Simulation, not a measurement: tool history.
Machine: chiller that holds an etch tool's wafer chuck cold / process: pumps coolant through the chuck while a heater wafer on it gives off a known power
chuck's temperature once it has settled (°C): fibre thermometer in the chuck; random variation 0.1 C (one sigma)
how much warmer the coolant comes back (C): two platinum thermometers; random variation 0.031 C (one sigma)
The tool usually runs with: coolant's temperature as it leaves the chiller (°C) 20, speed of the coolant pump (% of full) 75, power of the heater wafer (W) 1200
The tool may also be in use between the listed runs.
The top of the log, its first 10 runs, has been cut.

run    hour  coolant's temperature as it leaves the chiller (°C)  speed of the coolant pump (% of full)  power of the heater wafer (W)  hours since the coolant was changed and the channels were flushed  hours since the pump was overhauled  hours since the chiller's thermometer was calibrated  chuck's temperature once it has settled (°C)  how much warmer the coolant comes back (C)
 11  1068.8                                                   20                                     65                           1200                                                               4828                                 3174                                                  1810                                          34.5                                        3.97
 12  1188.6                                                   20                                     75                           1213                                                               4948                                 3294                                                  1930                                          33.2                                        3.43
 13  1279.7                                                   20                                     75                            993                                                               5039                                 3385                                                  2021                                          30.7                                        2.77
     1415.1  -- coolant changed, channels flushed
 14  1428.6                                                   20                                     75                            777                                                                 13                                 3528                                                  2164                                          27.2                                        2.22
 15  1561.5                                                   20                                     75                            777                                                                146                                 3661                                                  2297                                          27.1                                         2.2
 16  1713.3                                                   20                                     75                            777                                                                298                                 3813                                                  2448                                          27.1                                        2.22
 17  1810.8                                                   20                                     61                           1077                                                                396                                 3910                                                  2546                                            32                                         3.8
 18  1934.5                                                   15                                     75                           1401                                                                519                                 4034                                                  2670                                          28.1                                        4.03
       1942  -- chiller's thermometer calibrated
 19  2064.9                                                   20                                     75                           1448                                                                649                                 4164                                                   123                                          33.9                                        4.16
 20  2177.8                                                   15                                     75                           1538                                                                762                                 4276                                                   236                                          29.6                                        4.44
 21  2321.6                                                   15                                     75                           1538                                                                905                                 4420                                                   380                                          29.9                                        4.46
 22  2458.1                                                   21                                     75                           1538                                                               1042                                 4557                                                   516                                          35.8                                        4.47
     2521.4  -- chiller's thermometer calibrated, once more
 23  2607.6                                                   11                                     71                           1383                                                               1190                                 4705                                                    86                                          25.6                                        4.26
 24  2740.4                                                   11                                    100                            959                                                               1323                                 4838                                                   219                                          18.7                                        2.07
 25  2851.1                                                   11                                    100                            959                                                               1434                                 4949                                                   330                                          18.7                                        2.08
 26  2952.6                                                   13                                     98                            891                                                               1535                                 5050                                                   431                                          20.4                                        1.94
 27  3023.5                                                   13                                     90                           1205                                                               1606                                 5121                                                   502                                          23.4                                         2.9
 28  3170.3                                                   11                                     96                           1205                                                               1753                                 5268                                                   649                                          21.1                                        2.75
 29  3318.8                                                   19                                     96                           1180                                                               1902                                 5417                                                   797                                          28.9                                        2.76
 30  3386.1                                                   19                                     96                           1180                                                               1969                                 5484                                                   865                                          28.7                                        2.76
 31    3454                                                   10                                     75                           1082                                                               2037                                 5552                                                   933                                          21.2                                         3.2
 32  3568.8                                                   15                                     75                            811                                                               2152                                 5666                                                  1047                                          23.3                                        2.42

Each row is a separate what-if for the run after 32, all from the same tool condition, not one after another. Results?
  A  3658.3                                                   11                                     65                           1615                                                               2241                                 5756                                                  1137                                             ?                                           ?
  B  3658.3                                                   15                                     99                            811                                                               2241                                 5756                                                  1137                                             ?                                           ?
  C  3658.3                                                   15                                     75                            753                                                               2241                                 5756                                                  1137                                             ?                                           ?

run  chuck's temperature once it has settled (°C)  how much warmer the coolant comes back (C)
  A                                          29.9                                        5.53
  B                                          21.7                                        1.84
  C                                          22.7                                        2.29
Take away the tool's hidden state, keep each run's random variation, and the runs would have read:
run  chuck's temperature once it has settled (°C)  how much warmer the coolant comes back (C)
  A                                            27                                        4.88
  B                                          20.8                                        1.63
  C                                          21.6                                        2.03
